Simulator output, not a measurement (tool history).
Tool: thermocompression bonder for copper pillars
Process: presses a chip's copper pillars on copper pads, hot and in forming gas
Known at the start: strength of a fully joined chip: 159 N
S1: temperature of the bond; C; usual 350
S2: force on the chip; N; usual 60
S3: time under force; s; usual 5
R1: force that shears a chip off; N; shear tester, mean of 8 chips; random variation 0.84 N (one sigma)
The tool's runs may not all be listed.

run 1 day=0 | S1=350 S2=60 S3=5 | R1=73.3
run 2 day=1.55 | S1=350 S2=60 S3=11 | R1=96.5
run 3 day=4.267 | S1=350 S2=60 S3=11 | R1=93.9
run 4 day=6.862 | S1=350 S2=60 S3=11 | R1=96.6
run 5 day=9.462 | S1=350 S2=60 S3=11 | R1=95.3
run 6 day=12.917 | S1=350 S2=60 S3=14 | R1=103.6
-- day=13.188 force cell calibrated
run 7 day=15.15 | S1=350 S2=60 S3=14 | R1=102.9
run 8 day=17.888 | S1=350 S2=60 S3=5 | R1=73
run 9 day=19.508 | S1=325 S2=60 S3=5 | R1=61.1
-- day=22.929 forming gas filter changed
run 10 day=23.062 | S1=350 S2=55 S3=5 | R1=69.9

Run 11 comes next. What will it give?
run 11 day=25.104 | S1=350 S2=55 S3=5 | R1=?

{"run 11": {"R1": 72}}
Without the tool's hidden state the same run would have given R1 68.6 N.
